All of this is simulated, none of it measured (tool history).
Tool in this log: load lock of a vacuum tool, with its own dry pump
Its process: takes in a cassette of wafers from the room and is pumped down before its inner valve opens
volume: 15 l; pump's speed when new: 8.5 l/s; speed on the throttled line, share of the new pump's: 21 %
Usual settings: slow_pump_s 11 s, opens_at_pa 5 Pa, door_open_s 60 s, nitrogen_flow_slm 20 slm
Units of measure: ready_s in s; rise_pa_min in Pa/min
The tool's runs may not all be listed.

run	hour	slow_pump_s	opens_at_pa	door_open_s	nitrogen_flow_slm	incoming humidity of the room's air, %	ready_s	rise_pa_min
1	0	11	5	60	20	45.7	27.9	0.096
2	201.8	11	5	60	20	43	28.3	0.097
3	372.5	11	5	60	20	47.4	28.1	0.109
4	575.5	11	5	60	20	43	28.9	0.106
5	790.6	11	5	60	20	47.4	28.6	0.104
6	953	11	5	60	20	42.7	28.3	0.113
7	1141.1	9	5	60	20	44.2	27.3	0.109
8	1331	9	5	60	20	46	26.6	0.11
9	1499.5	18	5	60	20	44.3	33.7	0.108
10	1639.7	14	5	60	20	46.7	30.8	0.114
11	1860.8	14	5	60	20	48.3	31.1	0.122
12	2078.2	10	5	25	20	40.2	27.9	0.09
13	2222.2	10	5	25	20	44.7	27.5	0.095
14	2432.8	11	5	116	21	44.3	29.1	0.143
15	2553.8	17	5	64	23	44.8	32.6	0.121
16	2681	11	5	33	7	51.3	29	0.12
17	2891.3	7	5	72	8	44.6	25.6	0.146
18	3065.2	11	8	36	20	43.3	26.7	0.108
19	3288.8	8	5	60	40	45	26.9	0.114
20	3442	8	5	60	40	48.7	26.3	0.117

Each row is a separate what-if for the run after 20, all from the same tool condition, not one after another. Results?
A	3616.1	21	7	78	40	46.6	?	?
B	3616.1	14	7	60	22	44.5	?	?
C	3616.1	11	5	60	12	46.1	?	?
D	3616.1	8	5	30	40	42.4	?	?
E	3616.1	17	4	147	20	48.4	?	?

run	ready_s	rise_pa_min
A	35.7	0.126
B	30.5	0.128
C	28.9	0.135
D	27.4	0.098
E	34.3	0.175
Had the tool no hidden state, the same runs would have come out as:
run	ready_s	rise_pa_min
A	33.5	0.055
B	28.2	0.056
C	26.2	0.064
D	24.7	0.027
E	31.8	0.105
